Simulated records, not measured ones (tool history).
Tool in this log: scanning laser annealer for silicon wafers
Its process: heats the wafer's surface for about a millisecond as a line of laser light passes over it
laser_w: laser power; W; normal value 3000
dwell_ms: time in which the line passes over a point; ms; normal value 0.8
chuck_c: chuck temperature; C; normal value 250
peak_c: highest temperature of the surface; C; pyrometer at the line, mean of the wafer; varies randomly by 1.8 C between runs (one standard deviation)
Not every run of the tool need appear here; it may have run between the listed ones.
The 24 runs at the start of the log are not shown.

Run 25, hour 227.4: usual settings but dwell_ms 0.602 ms, chuck_c 286 C. Result: peak_c 891 C.
Run 26, hour 237.7: usual settings but laser_w 2936 W, dwell_ms 0.602 ms, chuck_c 251 C. Result: peak_c 841 C.
Run 27, hour 246.4: usual settings but laser_w 2887 W, dwell_ms 0.621 ms. Result: peak_c 837 C.
Run 28, hour 258.6: usual settings but laser_w 2887 W, dwell_ms 0.621 ms. Result: peak_c 838 C.
Run 29, hour 270.5: usual settings but laser_w 2887 W, dwell_ms 0.621 ms. Result: peak_c 837 C.
Run 30, hour 281.5: usual settings but laser_w 2554 W, dwell_ms 0.621 ms, chuck_c 283 C. Result: peak_c 789 C.
Run 31, hour 290.3: usual settings but laser_w 3051 W, dwell_ms 0.973 ms, chuck_c 283 C. Result: peak_c 1084 C.
Run 32, hour 300.1: usual settings but laser_w 2975 W, dwell_ms 0.833 ms, chuck_c 220 C. Result: peak_c 932 C.
Run 33, hour 312.1: usual settings but laser_w 2975 W, dwell_ms 0.998 ms, chuck_c 225 C. Result: peak_c 1011 C.
Run 34, hour 322.6: usual settings but laser_w 2975 W, dwell_ms 0.998 ms, chuck_c 225 C. Result: peak_c 1008 C.
Run 35, hour 328.4: usual settings but laser_w 3254 W, dwell_ms 0.989 ms, chuck_c 225 C. Result: peak_c 1096 C.
Run 36, hour 334.7: usual settings but dwell_ms 0.875 ms, chuck_c 270 C. Result: peak_c 1006 C.
Run 37, hour 346.6: usual settings but laser_w 3247 W, dwell_ms 0.766 ms, chuck_c 211 C. Result: peak_c 967 C.
Run 38, hour 359.3: usual settings but laser_w 3132 W, dwell_ms 0.676 ms, chuck_c 257 C. Result: peak_c 931 C.
Run 39, hour 371.5: usual settings but laser_w 2737 W, dwell_ms 0.809 ms, chuck_c 221 C. Result: peak_c 849 C.
Run 40, hour 380.2: usual settings but dwell_ms 0.736 ms. Result: peak_c 915 C.
Run 41, hour 389.7: usual settings but dwell_ms 0.736 ms. Result: peak_c 917 C.

Here are 3 independent what-if runs from the current tool condition. What would each one return?
Run A, hour 395: usual settings but laser_w 2989 W, dwell_ms 0.86 ms, chuck_c 289 C. Result: peak_c ?.
Run B, hour 395: usual settings but chuck_c 240 C. Result: peak_c ?.
Run C, hour 395: usual settings but laser_w 3050 W, dwell_ms 0.986 ms. Result: peak_c ?.

run  peak_c
  A    1014
  B     936
  C    1052
The same runs, with their run-to-run variation unchanged, on a tool lacking any hidden condition would have given:
run  peak_c
  A    1028
  B     950
  C    1068
